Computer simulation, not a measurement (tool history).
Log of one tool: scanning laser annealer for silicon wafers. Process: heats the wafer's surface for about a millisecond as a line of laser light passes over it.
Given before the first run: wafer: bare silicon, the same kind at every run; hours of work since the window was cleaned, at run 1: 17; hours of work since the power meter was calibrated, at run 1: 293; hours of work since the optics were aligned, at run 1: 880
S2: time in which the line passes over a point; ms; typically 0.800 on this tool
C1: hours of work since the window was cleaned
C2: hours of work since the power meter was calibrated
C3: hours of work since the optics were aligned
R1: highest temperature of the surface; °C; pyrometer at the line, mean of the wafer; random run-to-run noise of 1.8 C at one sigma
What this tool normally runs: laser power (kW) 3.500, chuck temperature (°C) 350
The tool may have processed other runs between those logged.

run 1 hour=0.0 | laser_power_(kW)=3.500 S2=0.800 chuck_temperature_(°C)=350 | C1=17 C2=293 C3=880 | R1=1042
run 2 hour=8.1 | laser_power_(kW)=3.500 S2=0.800 chuck_temperature_(°C)=350 | C1=22 C2=298 C3=885 | R1=1042
run 3 hour=24.4 | laser_power_(kW)=3.500 S2=0.800 chuck_temperature_(°C)=350 | C1=31 C2=307 C3=894 | R1=1040
run 4 hour=41.6 | laser_power_(kW)=3.500 S2=0.800 chuck_temperature_(°C)=350 | C1=42 C2=318 C3=905 | R1=1043
run 5 hour=59.1 | laser_power_(kW)=3.500 S2=0.800 chuck_temperature_(°C)=350 | C1=52 C2=328 C3=915 | R1=1042
run 6 hour=76.9 | laser_power_(kW)=3.500 S2=0.800 chuck_temperature_(°C)=350 | C1=63 C2=339 C3=926 | R1=1041
run 7 hour=95.4 | laser_power_(kW)=3.500 S2=0.637 chuck_temperature_(°C)=385 | C1=74 C2=350 C3=937 | R1=995
-- hour=99.9 laser's power meter calibrated
run 8 hour=108.1 | laser_power_(kW)=3.108 S2=0.870 chuck_temperature_(°C)=378 | C1=79 C2=5 C3=942 | R1=1020
run 9 hour=121.6 | laser_power_(kW)=3.318 S2=0.569 chuck_temperature_(°C)=350 | C1=87 C2=13 C3=950 | R1=898
run 10 hour=138.8 | laser_power_(kW)=3.318 S2=0.569 chuck_temperature_(°C)=350 | C1=98 C2=23 C3=961 | R1=895
-- hour=143.3 laser's power meter calibrated, once more
run 11 hour=157.3 | laser_power_(kW)=3.125 S2=0.641 chuck_temperature_(°C)=358 | C1=107 C2=8 C3=970 | R1=905

The next listed run, before its measurement:
run 12 hour=173.6 | laser_power_(kW)=3.491 S2=0.798 chuck_temperature_(°C)=382 | C1=117 C2=18 C3=980 | R1=?

Run 12 gave R1 1067 °C.
With the hidden condition absent and the run-to-run variation left alone, this run would have shown R1 1081 °C.
